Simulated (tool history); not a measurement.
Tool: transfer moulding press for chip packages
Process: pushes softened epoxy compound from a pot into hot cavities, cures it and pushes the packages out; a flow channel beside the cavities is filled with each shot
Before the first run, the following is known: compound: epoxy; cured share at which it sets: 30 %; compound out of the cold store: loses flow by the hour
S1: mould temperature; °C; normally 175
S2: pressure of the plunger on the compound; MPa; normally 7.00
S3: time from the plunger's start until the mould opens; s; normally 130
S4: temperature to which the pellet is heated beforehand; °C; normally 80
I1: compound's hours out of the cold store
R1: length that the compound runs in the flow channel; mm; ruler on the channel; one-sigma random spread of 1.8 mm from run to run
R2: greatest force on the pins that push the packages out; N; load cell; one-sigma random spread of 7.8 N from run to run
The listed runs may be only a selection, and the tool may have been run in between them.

run	hour	S1	S2	S3	S4	I1	R1	R2
1	0.0	175	7.00	130	80	25.4	939	559
2	34.5	175	7.00	130	80	33.4	905	640
# hour 46.1: cavities cleaned with cleaning compound and waxed
3	67.0	175	7.00	130	80	15.1	968	823
4	91.4	175	7.00	130	80	17.8	957	833
5	121.3	175	7.00	130	80	45.4	861	765
6	157.2	175	7.00	130	80	42.7	870	775
# hour 163.0: cavities cleaned with cleaning compound and waxed
# hour 174.4: cavities cleaned with cleaning compound and waxed, once more
7	174.9	175	7.02	130	72	8.9	985	378
8	201.7	172	7.45	136	76	20.5	978	497
9	229.6	172	7.45	147	85	31.9	939	517
10	251.4	172	6.66	155	73	46.0	842	541
11	270.8	172	6.66	155	73	45.1	845	577

Forecast each of these 5 alternatives for the next run:
# hour 292.2: cavities cleaned with cleaning compound and waxed
A	303.3	172	8.06	119	73	40.8	?	?
# hour 292.2: cavities cleaned with cleaning compound and waxed
B	303.3	175	5.23	130	80	29.7	?	?
# hour 292.2: cavities cleaned with cleaning compound and waxed
C	303.3	182	5.49	155	84	9.4	?	?
# hour 292.2: cavities cleaned with cleaning compound and waxed
D	303.3	170	6.19	130	74	41.7	?	?
# hour 292.2: cavities cleaned with cleaning compound and waxed
E	303.3	181	6.66	155	89	33.3	?	?

run	R1	R2
A	939	524
B	782	405
C	846	342
D	824	503
E	855	331
The same runs, with their run-to-run variation unchanged, on a tool lacking any hidden condition would have given:
run	R1	R2
A	973	435
B	810	341
C	877	295
D	854	418
E	886	285
